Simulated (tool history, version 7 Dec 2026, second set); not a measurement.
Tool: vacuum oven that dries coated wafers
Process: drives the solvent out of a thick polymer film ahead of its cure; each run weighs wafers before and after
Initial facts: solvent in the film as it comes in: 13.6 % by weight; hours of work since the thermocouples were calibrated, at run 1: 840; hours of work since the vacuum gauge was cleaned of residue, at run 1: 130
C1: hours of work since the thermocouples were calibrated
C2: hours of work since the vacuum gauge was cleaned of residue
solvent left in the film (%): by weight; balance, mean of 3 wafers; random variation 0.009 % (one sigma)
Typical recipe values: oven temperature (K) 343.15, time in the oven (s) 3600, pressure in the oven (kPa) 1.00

run 1 day=0.000 | oven_temperature_(K)=343.15 time_in_the_oven_(s)=3600 pressure_in_the_oven_(kPa)=1.00 | C1=840 C2=130 | solvent_left_in_the_film_(%)=1.047
run 2 day=0.492 | oven_temperature_(K)=343.15 time_in_the_oven_(s)=3600 pressure_in_the_oven_(kPa)=1.00 | C1=846 C2=136 | solvent_left_in_the_film_(%)=1.063
run 3 day=1.000 | oven_temperature_(K)=343.15 time_in_the_oven_(s)=3600 pressure_in_the_oven_(kPa)=1.00 | C1=851 C2=141 | solvent_left_in_the_film_(%)=1.043
run 4 day=1.450 | oven_temperature_(K)=343.15 time_in_the_oven_(s)=3600 pressure_in_the_oven_(kPa)=1.00 | C1=856 C2=146 | solvent_left_in_the_film_(%)=1.061
run 5 day=1.808 | oven_temperature_(K)=343.15 time_in_the_oven_(s)=3600 pressure_in_the_oven_(kPa)=1.00 | C1=860 C2=150 | solvent_left_in_the_film_(%)=1.041
run 6 day=2.250 | oven_temperature_(K)=343.15 time_in_the_oven_(s)=3600 pressure_in_the_oven_(kPa)=1.00 | C1=864 C2=154 | solvent_left_in_the_film_(%)=1.052
run 7 day=2.612 | oven_temperature_(K)=329.15 time_in_the_oven_(s)=4620 pressure_in_the_oven_(kPa)=0.99 | C1=868 C2=158 | solvent_left_in_the_film_(%)=3.196
run 8 day=2.975 | oven_temperature_(K)=333.15 time_in_the_oven_(s)=3600 pressure_in_the_oven_(kPa)=2.56 | C1=872 C2=162 | solvent_left_in_the_film_(%)=3.760
run 9 day=3.288 | oven_temperature_(K)=333.15 time_in_the_oven_(s)=5460 pressure_in_the_oven_(kPa)=2.56 | C1=876 C2=166 | solvent_left_in_the_film_(%)=2.547
run 10 day=3.542 | oven_temperature_(K)=333.15 time_in_the_oven_(s)=5460 pressure_in_the_oven_(kPa)=2.56 | C1=878 C2=168 | solvent_left_in_the_film_(%)=2.529

3 ways to go on from here, each from the tool as it stands after run 10. What would each give?
run A day=4.033 | oven_temperature_(K)=350.15 time_in_the_oven_(s)=4500 pressure_in_the_oven_(kPa)=0.84 | C1=884 C2=174 | solvent_left_in_the_film_(%)=?
run B day=4.033 | oven_temperature_(K)=353.15 time_in_the_oven_(s)=2880 pressure_in_the_oven_(kPa)=1.12 | C1=884 C2=174 | solvent_left_in_the_film_(%)=?
run C day=4.033 | oven_temperature_(K)=343.15 time_in_the_oven_(s)=3600 pressure_in_the_oven_(kPa)=2.30 | C1=884 C2=174 | solvent_left_in_the_film_(%)=?

run=A solvent_left_in_the_film_(%)=0.280
run=B solvent_left_in_the_film_(%)=0.448
run=C solvent_left_in_the_film_(%)=1.499
Stripped of hidden state, with their random variation kept, the same runs would have yielded:
run=A solvent_left_in_the_film_(%)=0.281
run=B solvent_left_in_the_film_(%)=0.449
run=C solvent_left_in_the_film_(%)=1.503

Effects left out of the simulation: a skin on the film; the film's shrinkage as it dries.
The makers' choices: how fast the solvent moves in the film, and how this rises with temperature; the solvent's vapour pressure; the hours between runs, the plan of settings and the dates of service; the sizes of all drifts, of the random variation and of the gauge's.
